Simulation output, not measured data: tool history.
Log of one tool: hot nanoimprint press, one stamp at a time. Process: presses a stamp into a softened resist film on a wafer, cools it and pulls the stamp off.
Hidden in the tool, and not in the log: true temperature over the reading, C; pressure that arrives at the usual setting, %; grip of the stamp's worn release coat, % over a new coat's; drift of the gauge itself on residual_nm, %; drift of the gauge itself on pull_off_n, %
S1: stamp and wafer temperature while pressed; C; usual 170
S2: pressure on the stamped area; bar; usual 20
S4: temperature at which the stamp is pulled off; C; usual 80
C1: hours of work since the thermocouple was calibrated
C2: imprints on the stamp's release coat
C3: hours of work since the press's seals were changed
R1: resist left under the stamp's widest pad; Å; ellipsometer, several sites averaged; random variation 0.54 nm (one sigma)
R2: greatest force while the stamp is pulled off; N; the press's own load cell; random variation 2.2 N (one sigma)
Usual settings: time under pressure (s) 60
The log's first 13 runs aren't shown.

run 14 hour=107.9 | S1=170 S2=18.6 time_under_pressure_(s)=60 S4=80 | C1=361 C2=52 C3=322 | R1=1469 R2=102
run 15 hour=114.7 | S1=170 S2=18.6 time_under_pressure_(s)=60 S4=80 | C1=367 C2=83 C3=327 | R1=1474 R2=103
run 16 hour=121.1 | S1=170 S2=13.8 time_under_pressure_(s)=60 S4=80 | C1=371 C2=112 C3=332 | R1=1626 R2=104
run 17 hour=125.2 | S1=170 S2=20 time_under_pressure_(s)=60 S4=73 | C1=374 C2=131 C3=335 | R1=1438 R2=127
run 18 hour=129.8 | S1=170 S2=25.7 time_under_pressure_(s)=69 S4=83 | C1=378 C2=152 C3=339 | R1=1248 R2=96
run 19 hour=135 | S1=170 S2=20 time_under_pressure_(s)=95 S4=70 | C1=382 C2=176 C3=343 | R1=1232 R2=129
run 20 hour=142.2 | S1=181 S2=20 time_under_pressure_(s)=95 S4=67 | C1=387 C2=209 C3=348 | R1=790 R2=141
run 21 hour=149.5 | S1=162 S2=20 time_under_pressure_(s)=95 S4=87 | C1=392 C2=243 C3=353 | R1=1644 R2=89
-- hour=153.3 plate thermocouple calibrated
run 22 hour=158.5 | S1=162 S2=20 time_under_pressure_(s)=95 S4=87 | C1=4 C2=270 C3=358 | R1=1660 R2=90
run 23 hour=166.3 | S1=174 S2=20 time_under_pressure_(s)=40 S4=82 | C1=10 C2=306 C3=364 | R1=1444 R2=103
run 24 hour=171.2 | S1=162 S2=27.5 time_under_pressure_(s)=32 S4=80 | C1=13 C2=328 C3=367 | R1=1952 R2=112
run 25 hour=177.6 | S1=160 S2=17 time_under_pressure_(s)=36 S4=83 | C1=18 C2=358 C3=372 | R1=2170 R2=102
run 26 hour=187.1 | S1=170 S2=20 time_under_pressure_(s)=60 S4=65 | C1=25 C2=401 C3=379 | R1=1446 R2=160
run 27 hour=195.8 | S1=170 S2=20 time_under_pressure_(s)=60 S4=65 | C1=32 C2=441 C3=386 | R1=1452 R2=159
run 28 hour=204.8 | S1=170 S2=12.3 time_under_pressure_(s)=40 S4=69 | C1=38 C2=483 C3=392 | R1=1883 R2=154
run 29 hour=211.9 | S1=170 S2=12.3 time_under_pressure_(s)=40 S4=69 | C1=44 C2=515 C3=398 | R1=1881 R2=151
-- hour=215.5 plate thermocouple calibrated, once more
run 30 hour=220.9 | S1=181 S2=16.7 time_under_pressure_(s)=44 S4=74 | C1=4 C2=543 C3=402 | R1=1169 R2=136

4 ways to go on from here, each from the tool as it stands after run 30. What would each give?
run A hour=227.1 | S1=166 S2=23 time_under_pressure_(s)=44 S4=74 | C1=9 C2=571 C3=407 | R1=? R2=?
run B hour=227.1 | S1=158 S2=16.7 time_under_pressure_(s)=48 S4=75 | C1=9 C2=571 C3=407 | R1=? R2=?
run C hour=227.1 | S1=166 S2=26.9 time_under_pressure_(s)=108 S4=74 | C1=9 C2=571 C3=407 | R1=? R2=?
run D hour=227.1 | S1=159 S2=20 time_under_pressure_(s)=97 S4=80 | C1=9 C2=571 C3=407 | R1=? R2=?

run=A R1=1696 R2=137
run=B R1=2156 R2=136
run=C R1=1216 R2=134
run=D R1=1797 R2=119
Without the tool's hidden state the same runs would have given:
run=A R1=1667 R2=116
run=B R1=2140 R2=115
run=C R1=1185 R2=113
run=D R1=1770 R2=100

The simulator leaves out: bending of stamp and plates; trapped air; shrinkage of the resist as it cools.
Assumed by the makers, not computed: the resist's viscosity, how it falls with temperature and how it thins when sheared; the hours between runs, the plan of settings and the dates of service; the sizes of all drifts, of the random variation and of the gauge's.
